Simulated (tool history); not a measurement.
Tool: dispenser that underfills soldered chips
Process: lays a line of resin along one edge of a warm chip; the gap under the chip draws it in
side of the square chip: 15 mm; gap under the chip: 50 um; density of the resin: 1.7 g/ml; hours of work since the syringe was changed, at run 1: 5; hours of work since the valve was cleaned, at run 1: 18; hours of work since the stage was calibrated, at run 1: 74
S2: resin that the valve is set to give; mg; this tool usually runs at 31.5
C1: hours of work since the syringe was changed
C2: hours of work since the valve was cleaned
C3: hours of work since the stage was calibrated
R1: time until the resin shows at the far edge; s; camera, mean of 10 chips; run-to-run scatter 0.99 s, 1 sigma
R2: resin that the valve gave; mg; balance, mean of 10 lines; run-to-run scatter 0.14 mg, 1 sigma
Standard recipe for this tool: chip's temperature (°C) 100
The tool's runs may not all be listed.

Run 1, hour 0: usual settings; C1 5; C2 18; C3 74. Result: R1 129.2 s, R2 31.19 mg.
At hour 2.4: new syringe of resin.
Run 2, hour 4.6: usual settings; C1 2; C2 21; C3 77. Result: R1 103.4 s, R2 30.98 mg.
Run 3, hour 9.3: usual settings but chip's temperature (°C) 104; C1 5; C2 24; C3 80. Result: R1 114.3 s, R2 31.03 mg.
At hour 12.3: new syringe of resin.
Run 4, hour 13.3: usual settings; C1 1; C2 26; C3 82. Result: R1 100.1 s, R2 30.78 mg.
Run 5, hour 15.5: usual settings; C1 2; C2 28; C3 84. Result: R1 109.3 s, R2 30.79 mg.
Run 6, hour 18.6: usual settings; C1 4; C2 30; C3 86. Result: R1 125.3 s, R2 30.77 mg.
Run 7, hour 20.7: usual settings but chip's temperature (°C) 95; C1 6; C2 31; C3 87. Result: R1 158.2 s, R2 30.54 mg.
At hour 22.5: new syringe of resin.
Run 8, hour 25.7: usual settings but chip's temperature (°C) 95; C1 2; C2 35; C3 91. Result: R1 123.8 s, R2 30.43 mg.
Run 9, hour 27.9: usual settings but chip's temperature (°C) 95; C1 4; C2 36; C3 92. Result: R1 135.5 s, R2 30.47 mg.
At hour 32.5: new syringe of resin.
Run 10, hour 32.6: usual settings but chip's temperature (°C) 95; C1 0; C2 39; C3 95. Result: R1 112.7 s, R2 30.26 mg.
Run 11, hour 37.2: usual settings but chip's temperature (°C) 95; C1 3; C2 42; C3 98. Result: R1 136.3 s, R2 30.43 mg.
Run 12, hour 41.6: usual settings but chip's temperature (°C) 95; C1 6; C2 45; C3 101. Result: R1 163.2 s, R2 30.3 mg.
At hour 42.8: new syringe of resin.
Run 13, hour 46.5: usual settings; C1 3; C2 48; C3 104. Result: R1 111.6 s, R2 30.09 mg.
At hour 51: dispensing valve cleaned and set on the balance.
Run 14, hour 51.7: usual settings but S2 39.1 mg; C1 5; C2 0; C3 107. Result: R1 131.3 s, R2 39.11 mg.
At hour 53.8: new syringe of resin.
Run 15, hour 55.9: usual settings but chip's temperature (°C) 99, S2 31.9 mg; C1 1; C2 3; C3 109. Result: R1 106.9 s, R2 31.62 mg.
Run 16, hour 60.2: usual settings but chip's temperature (°C) 113, S2 31.9 mg; C1 4; C2 6; C3 112. Result: R1 90.7 s, R2 31.6 mg.
At hour 63.8: new syringe of resin.
Run 17, hour 65.4: usual settings but chip's temperature (°C) 113, S2 31.9 mg; C1 1; C2 9; C3 116. Result: R1 73 s, R2 31.65 mg.
Run 18, hour 70.2: usual settings but chip's temperature (°C) 113, S2 31.9 mg; C1 4; C2 12; C3 119. Result: R1 90.4 s, R2 31.59 mg.
Run 19, hour 72.6: usual settings but chip's temperature (°C) 109, S2 37.9 mg; C1 6; C2 14; C3 120. Result: R1 109.5 s, R2 37.45 mg.

Expected results for the next run?
At hour 73.9: new syringe of resin.
Run 20, hour 77.1: usual settings but chip's temperature (°C) 95, S2 27 mg; C1 2; C2 17; C3 123. Result: R1 ?, R2 ?.

For run 20 the tool returned R1 132.1 s, R2 26.6 mg.
Without the tool's hidden state the same run would have given R1 112.3 s, R2 27 mg.

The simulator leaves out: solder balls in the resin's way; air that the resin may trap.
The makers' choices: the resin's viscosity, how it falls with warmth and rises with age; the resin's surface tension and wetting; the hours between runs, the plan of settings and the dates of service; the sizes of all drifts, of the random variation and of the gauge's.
